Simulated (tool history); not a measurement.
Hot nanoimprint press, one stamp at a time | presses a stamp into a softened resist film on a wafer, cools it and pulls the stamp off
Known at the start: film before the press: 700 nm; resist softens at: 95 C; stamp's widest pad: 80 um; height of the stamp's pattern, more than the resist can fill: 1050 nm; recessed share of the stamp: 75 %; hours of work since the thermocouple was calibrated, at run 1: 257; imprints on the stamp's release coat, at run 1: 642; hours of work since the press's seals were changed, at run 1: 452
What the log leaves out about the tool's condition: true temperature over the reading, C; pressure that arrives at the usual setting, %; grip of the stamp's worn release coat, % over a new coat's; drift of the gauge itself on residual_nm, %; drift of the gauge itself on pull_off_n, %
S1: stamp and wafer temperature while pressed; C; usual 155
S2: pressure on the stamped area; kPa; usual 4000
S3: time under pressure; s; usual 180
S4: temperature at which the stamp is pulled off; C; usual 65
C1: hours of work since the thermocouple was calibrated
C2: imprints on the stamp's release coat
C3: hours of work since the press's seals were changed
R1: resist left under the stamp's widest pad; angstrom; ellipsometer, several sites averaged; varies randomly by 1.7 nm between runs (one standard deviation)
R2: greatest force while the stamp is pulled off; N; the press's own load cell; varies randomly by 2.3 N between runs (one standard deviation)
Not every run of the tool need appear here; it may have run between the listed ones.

run 1 hour=0.0 | S1=155 S2=4000 S3=180 S4=65 | C1=257 C2=642 C3=452 | R1=2541 R2=127
run 2 hour=24.0 | S1=155 S2=4000 S3=180 S4=65 | C1=267 C2=691 C3=461 | R1=2539 R2=127
run 3 hour=59.8 | S1=155 S2=4000 S3=180 S4=65 | C1=281 C2=764 C3=476 | R1=2516 R2=124
run 4 hour=102.3 | S1=155 S2=4000 S3=180 S4=65 | C1=298 C2=850 C3=493 | R1=2500 R2=128
run 5 hour=133.5 | S1=155 S2=4000 S3=180 S4=65 | C1=311 C2=913 C3=506 | R1=2518 R2=129
run 6 hour=166.0 | S1=155 S2=4000 S3=180 S4=65 | C1=324 C2=979 C3=519 | R1=2499 R2=130
run 7 hour=197.6 | S1=155 S2=4000 S3=180 S4=65 | C1=337 C2=1043 C3=532 | R1=2507 R2=130
run 8 hour=240.7 | S1=155 S2=4000 S3=180 S4=65 | C1=354 C2=1131 C3=549 | R1=2504 R2=134
run 9 hour=277.3 | S1=155 S2=4000 S3=180 S4=65 | C1=369 C2=1205 C3=564 | R1=2488 R2=135
run 10 hour=323.6 | S1=155 S2=4000 S3=237 S4=65 | C1=388 C2=1299 C3=582 | R1=2231 R2=136
run 11 hour=360.2 | S1=155 S2=4000 S3=180 S4=67 | C1=402 C2=1373 C3=597 | R1=2464 R2=134
run 12 hour=398.8 | S1=155 S2=4000 S3=180 S4=67 | C1=418 C2=1452 C3=613 | R1=2462 R2=134
run 13 hour=421.0 | S1=155 S2=4000 S3=180 S4=65 | C1=427 C2=1497 C3=622 | R1=2478 R2=133
run 14 hour=455.4 | S1=155 S2=4000 S3=180 S4=65 | C1=441 C2=1567 C3=636 | R1=2458 R2=134
run 15 hour=475.2 | S1=155 S2=4000 S3=180 S4=54 | C1=449 C2=1607 C3=644 | R1=2481 R2=153
run 16 hour=506.3 | S1=165 S2=4420 S3=244 S4=68 | C1=461 C2=1670 C3=656 | R1=1248 R2=130
run 17 hour=546.1 | S1=165 S2=4420 S3=244 S4=68 | C1=477 C2=1751 C3=672 | R1=1248 R2=135
run 18 hour=593.6 | S1=155 S2=2460 S3=182 S4=60 | C1=497 C2=1847 C3=691 | R1=3040 R2=145
run 19 hour=616.6 | S1=155 S2=2460 S3=182 S4=60 | C1=506 C2=1894 C3=701 | R1=3028 R2=145
-- hour=653.9 stamp cleaned and given a new release coat
run 20 hour=655.9 | S1=149 S2=4800 S3=158 S4=53 | C1=519 C2=4 C3=714 | R1=3232 R2=128
-- hour=678.9 plate thermocouple calibrated
run 21 hour=694.3 | S1=167 S2=2740 S3=158 S4=53 | C1=6 C2=76 C3=728 | R1=1914 R2=133
run 22 hour=714.5 | S1=166 S2=5140 S3=180 S4=60 | C1=14 C2=117 C3=737 | R1=1378 R2=124
run 23 hour=737.5 | S1=166 S2=5140 S3=180 S4=60 | C1=24 C2=164 C3=746 | R1=1375 R2=128
run 24 hour=767.4 | S1=157 S2=4000 S3=211 S4=52 | C1=36 C2=225 C3=758 | R1=2243 R2=136
run 25 hour=802.0 | S1=157 S2=4000 S3=211 S4=52 | C1=50 C2=295 C3=772 | R1=2280 R2=134
run 26 hour=829.4 | S1=157 S2=4000 S3=125 S4=71 | C1=61 C2=351 C3=783 | R1=2809 R2=119
run 27 hour=877.0 | S1=157 S2=4000 S3=125 S4=71 | C1=80 C2=447 C3=802 | R1=2797 R2=118
run 28 hour=903.9 | S1=157 S2=4000 S3=125 S4=71 | C1=91 C2=502 C3=813 | R1=2784 R2=121
run 29 hour=933.2 | S1=157 S2=4000 S3=125 S4=71 | C1=103 C2=561 C3=825 | R1=2779 R2=121

What if the next run were any one of these 4? Each begins from the tool's condition after run 29:
run A hour=975.6 | S1=159 S2=4000 S3=125 S4=71 | C1=120 C2=647 C3=842 | R1=? R2=?
run B hour=975.6 | S1=156 S2=4000 S3=185 S4=65 | C1=120 C2=647 C3=842 | R1=? R2=?
run C hour=975.6 | S1=157 S2=4030 S3=125 S4=66 | C1=120 C2=647 C3=842 | R1=? R2=?
run D hour=975.6 | S1=155 S2=4000 S3=180 S4=62 | C1=120 C2=647 C3=842 | R1=? R2=?

run=A R1=2509 R2=121
run=B R1=2487 R2=129
run=C R1=2757 R2=123
run=D R1=2666 R2=127
With the hidden condition removed and each run's random variation left untouched, the same runs would have given:
run=A R1=2468 R2=114
run=B R1=2449 R2=122
run=C R1=2714 R2=116
run=D R1=2627 R2=120
